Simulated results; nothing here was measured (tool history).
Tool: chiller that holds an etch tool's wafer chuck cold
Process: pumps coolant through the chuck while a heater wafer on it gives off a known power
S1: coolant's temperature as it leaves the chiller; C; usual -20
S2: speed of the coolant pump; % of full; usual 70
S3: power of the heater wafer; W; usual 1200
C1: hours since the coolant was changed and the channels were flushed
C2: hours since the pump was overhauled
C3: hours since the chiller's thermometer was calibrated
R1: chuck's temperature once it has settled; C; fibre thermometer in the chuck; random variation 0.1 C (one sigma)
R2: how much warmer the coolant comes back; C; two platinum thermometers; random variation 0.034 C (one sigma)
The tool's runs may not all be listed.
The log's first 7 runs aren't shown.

{"run": 8, "hour": 973.5, "S1": -20, "S2": 70, "S3": 1200, "C1": 4584, "C2": 5294, "C3": 271, "R1": -8.6, "R2": 5.59}
{"run": 9, "hour": 1116.2, "S1": -20, "S2": 70, "S3": 1200, "C1": 4727, "C2": 5437, "C3": 414, "R1": -8.7, "R2": 5.56}
{"run": 10, "hour": 1234.9, "S1": -20, "S2": 70, "S3": 1536, "C1": 4846, "C2": 5555, "C3": 533, "R1": -5.5, "R2": 7.14}
{"run": 11, "hour": 1398.2, "S1": -20, "S2": 70, "S3": 1495, "C1": 5009, "C2": 5719, "C3": 696, "R1": -5.6, "R2": 7.02}
{"run": 12, "hour": 1565.5, "S1": -24, "S2": 70, "S3": 1200, "C1": 5176, "C2": 5886, "C3": 863, "R1": -12.3, "R2": 5.7}
{"run": 13, "hour": 1641.6, "S1": -20, "S2": 70, "S3": 1200, "C1": 5252, "C2": 5962, "C3": 939, "R1": -8.6, "R2": 5.66}
{"run": 14, "hour": 1788.8, "S1": -20, "S2": 70, "S3": 1200, "C1": 5400, "C2": 6109, "C3": 1086, "R1": -8.3, "R2": 5.65}
{"run": 15, "hour": 1961.0, "S1": -20, "S2": 70, "S3": 1200, "C1": 5572, "C2": 6281, "C3": 1259, "R1": -8.3, "R2": 5.63}
{"run": 16, "hour": 2083.7, "S1": -20, "S2": 70, "S3": 1200, "C1": 5694, "C2": 6404, "C3": 1381, "R1": -8.4, "R2": 5.65}
{"run": 17, "hour": 2221.1, "S1": -24, "S2": 74, "S3": 1031, "C1": 5832, "C2": 6542, "C3": 1519, "R1": -14.4, "R2": 4.65}
{"run": 18, "hour": 2365.2, "S1": -29, "S2": 94, "S3": 1200, "C1": 5976, "C2": 6686, "C3": 1663, "R1": -19.3, "R2": 4.18}

The next listed run, before its measurement:
{"run": 19, "hour": 2478.7, "S1": -20, "S2": 70, "S3": 901, "C1": 6090, "C2": 6799, "C3": 1776, "R1": "?", "R2": "?"}

R1: -11.2 C
R2: 4.29 C
Without the tool's hidden state the same run would have given R1 -12.4 C, R2 3.79 C.

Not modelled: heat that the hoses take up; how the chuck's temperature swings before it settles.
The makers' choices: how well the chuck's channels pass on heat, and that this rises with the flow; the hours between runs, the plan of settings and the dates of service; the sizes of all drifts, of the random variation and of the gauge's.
